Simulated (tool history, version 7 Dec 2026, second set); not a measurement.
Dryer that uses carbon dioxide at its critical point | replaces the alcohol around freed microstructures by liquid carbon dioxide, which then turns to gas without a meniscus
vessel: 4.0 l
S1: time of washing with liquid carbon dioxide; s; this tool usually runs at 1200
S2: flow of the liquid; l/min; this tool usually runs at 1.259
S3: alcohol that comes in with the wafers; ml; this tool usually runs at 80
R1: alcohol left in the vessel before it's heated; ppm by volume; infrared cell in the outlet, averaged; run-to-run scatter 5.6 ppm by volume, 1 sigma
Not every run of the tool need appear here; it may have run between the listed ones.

Run 1, hour 0: usual settings. Result: R1 319 ppm by volume.
Run 2, hour 66.9: usual settings. Result: R1 344 ppm by volume.
Run 3, hour 129.2: usual settings. Result: R1 360 ppm by volume.
At hour 178.3: inlet filter changed.
Run 4, hour 178.3: usual settings but S3 64 ml. Result: R1 282 ppm by volume.
Run 5, hour 208.8: usual settings. Result: R1 315 ppm by volume.
Run 6, hour 275.9: usual settings but S1 780 s. Result: R1 1106 ppm by volume.
Run 7, hour 325.9: usual settings but S1 780 s. Result: R1 1153 ppm by volume.
Run 8, hour 373.6: usual settings but S1 780 s. Result: R1 1176 ppm by volume.
Run 9, hour 432.8: usual settings but S1 780 s. Result: R1 1232 ppm by volume.
Run 10, hour 482.7: usual settings but S1 780 s. Result: R1 1250 ppm by volume.
Run 11, hour 513.2: usual settings but S1 780 s. Result: R1 1289 ppm by volume.
Run 12, hour 552.4: usual settings but S1 1260 s, S2 1.74 l/min, S3 38 ml. Result: R1 210 ppm by volume.
Run 13, hour 617: usual settings but S1 1560 s, S2 1.74 l/min, S3 38 ml. Result: R1 217 ppm by volume.
At hour 620.7: inlet filter changed.
Run 14, hour 672.3: usual settings but S1 1560 s, S2 1.94 l/min, S3 38 ml. Result: R1 218 ppm by volume.
Run 15, hour 731.1: usual settings but S1 1800 s, S2 1.79 l/min. Result: R1 229 ppm by volume.
Run 16, hour 766: usual settings but S1 1800 s, S2 1.79 l/min. Result: R1 234 ppm by volume.
Run 17, hour 801: usual settings but S1 1320 s, S2 1.27 l/min. Result: R1 352 ppm by volume.
Run 18, hour 845.3: usual settings but S1 1320 s, S2 1.27 l/min. Result: R1 358 ppm by volume.

5 options for the next run, each taken on its own from the tool as it stands now. Forecast them:
Run A, hour 906.3: usual settings but S1 840 s, S2 1.51 l/min, S3 50 ml. Result: R1 ?.
Run B, hour 906.3: usual settings but S1 1380 s, S2 1.59 l/min, S3 30 ml. Result: R1 ?.
Run C, hour 906.3: usual settings but S2 1.68 l/min, S3 61 ml. Result: R1 ?.
Run D, hour 906.3: usual settings but S1 960 s. Result: R1 ?.
Run E, hour 906.3: usual settings but S1 1860 s, S2 1.82 l/min, S3 28 ml. Result: R1 ?.

run   R1
  A  520
  B  274
  C  286
  D  798
  E  255
Stripped of hidden state, with their random variation kept, the same runs would have yielded:
run   R1
  A  227
  B   17
  C   33
  D  459
  E    7
